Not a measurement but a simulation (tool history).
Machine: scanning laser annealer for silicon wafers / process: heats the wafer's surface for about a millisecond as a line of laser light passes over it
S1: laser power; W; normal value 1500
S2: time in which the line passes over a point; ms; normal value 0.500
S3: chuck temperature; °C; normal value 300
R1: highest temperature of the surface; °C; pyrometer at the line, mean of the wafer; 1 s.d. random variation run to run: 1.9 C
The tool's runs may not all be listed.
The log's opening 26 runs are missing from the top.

| run | day | S1 | S2 | S3 | R1 |
|---|---|---|---|---|---|
| 27 | 13.879 | 1352 | 0.352 | 289 | 887 |
| 28 | 14.504 | 1352 | 0.352 | 289 | 885 |
| 29 | 15.004 | 1500 | 0.428 | 333 | 1080 |
| 30 | 15.667 | 1500 | 0.428 | 333 | 1079 |
| 31 | 16.150 | 1458 | 0.377 | 281 | 963 |
| 32 | 16.521 | 1458 | 0.377 | 281 | 962 |
| 33 | 17.288 | 1458 | 0.377 | 281 | 962 |
| 34 | 18.075 | 1323 | 0.354 | 302 | 886 |
| 35 | 18.754 | 1323 | 0.354 | 302 | 886 |
| 36 | 19.375 | 1323 | 0.354 | 320 | 902 |
| 37 | 20.146 | 1500 | 0.457 | 339 | 1107 |
| 38 | 20.646 | 1641 | 0.465 | 332 | 1204 |
| 39 | 21.038 | 1641 | 0.465 | 332 | 1203 |
| 40 | 21.521 | 1500 | 0.519 | 305 | 1115 |
| 41 | 22.146 | 1573 | 0.352 | 317 | 1043 |

Forecast each of these 4 alternatives for the next run:
| A | 22.692 | 1500 | 0.477 | 270 | ? |
| B | 22.692 | 1542 | 0.421 | 276 | ? |
| C | 22.692 | 1573 | 0.486 | 317 | ? |
| D | 22.692 | 1442 | 0.616 | 317 | ? |

| run | R1 |
|---|---|
| A | 1055 |
| B | 1042 |
| C | 1158 |
| D | 1151 |
Had the tool no hidden state, the same runs would have come out as:
| run | R1 |
|---|---|
| A | 1056 |
| B | 1042 |
| C | 1159 |
| D | 1152 |
